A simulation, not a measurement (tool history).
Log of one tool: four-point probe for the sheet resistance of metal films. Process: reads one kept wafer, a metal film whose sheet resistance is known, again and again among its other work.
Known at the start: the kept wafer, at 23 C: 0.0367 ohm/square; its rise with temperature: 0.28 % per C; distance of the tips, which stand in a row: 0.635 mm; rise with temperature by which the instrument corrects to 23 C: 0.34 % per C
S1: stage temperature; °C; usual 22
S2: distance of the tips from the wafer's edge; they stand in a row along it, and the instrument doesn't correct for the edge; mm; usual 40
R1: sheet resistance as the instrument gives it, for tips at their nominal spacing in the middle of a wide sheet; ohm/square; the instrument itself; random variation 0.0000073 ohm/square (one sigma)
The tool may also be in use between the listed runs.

Run 1, hour 0: usual settings. Result: R1 0.036715 ohm/square.
Run 2, hour 74.5: usual settings. Result: R1 0.036721 ohm/square.
Run 3, hour 158.8: usual settings. Result: R1 0.036719 ohm/square.
Run 4, hour 299.6: usual settings. Result: R1 0.036701 ohm/square.
Run 5, hour 368.2: usual settings. Result: R1 0.036695 ohm/square.
Run 6, hour 449.3: usual settings but S2 5 mm. Result: R1 0.037 ohm/square.
Run 7, hour 535.8: usual settings but S2 5 mm. Result: R1 0.037004 ohm/square.
Run 8, hour 635.9: usual settings but S2 5 mm. Result: R1 0.03698 ohm/square.
Run 9, hour 727: usual settings but S2 5 mm. Result: R1 0.036967 ohm/square.
Run 10, hour 789.3: usual settings but S1 19 °C, S2 13 mm. Result: R1 0.036786 ohm/square.
Run 11, hour 867.7: usual settings but S1 24 °C, S2 10 mm. Result: R1 0.036682 ohm/square.
Run 12, hour 933.9: usual settings but S1 24 °C, S2 10 mm. Result: R1 0.036679 ohm/square.
Run 13, hour 992.1: usual settings but S1 26 °C, S2 3 mm. Result: R1 0.037406 ohm/square.
At hour 1032.1: new probe head fitted.
Run 14, hour 1125.6: usual settings but S1 26 °C, S2 3 mm. Result: R1 0.037371 ohm/square.
Run 15, hour 1224.9: usual settings but S1 26 °C, S2 3 mm. Result: R1 0.037356 ohm/square.
Run 16, hour 1325.2: usual settings but S1 24 °C, S2 6 mm. Result: R1 0.036745 ohm/square.
Run 17, hour 1386.2: usual settings but S1 31 °C, S2 13 mm. Result: R1 0.036426 ohm/square.

The next listed run, before its measurement:
At hour 1420.7: stage's thermometer calibrated.
Run 18, hour 1454.7: usual settings but S1 34 °C, S2 67 mm. Result: R1 ?.

R1: 0.036269 ohm/square
Without the tool's hidden state the same run would have given R1 0.036454 ohm/square.
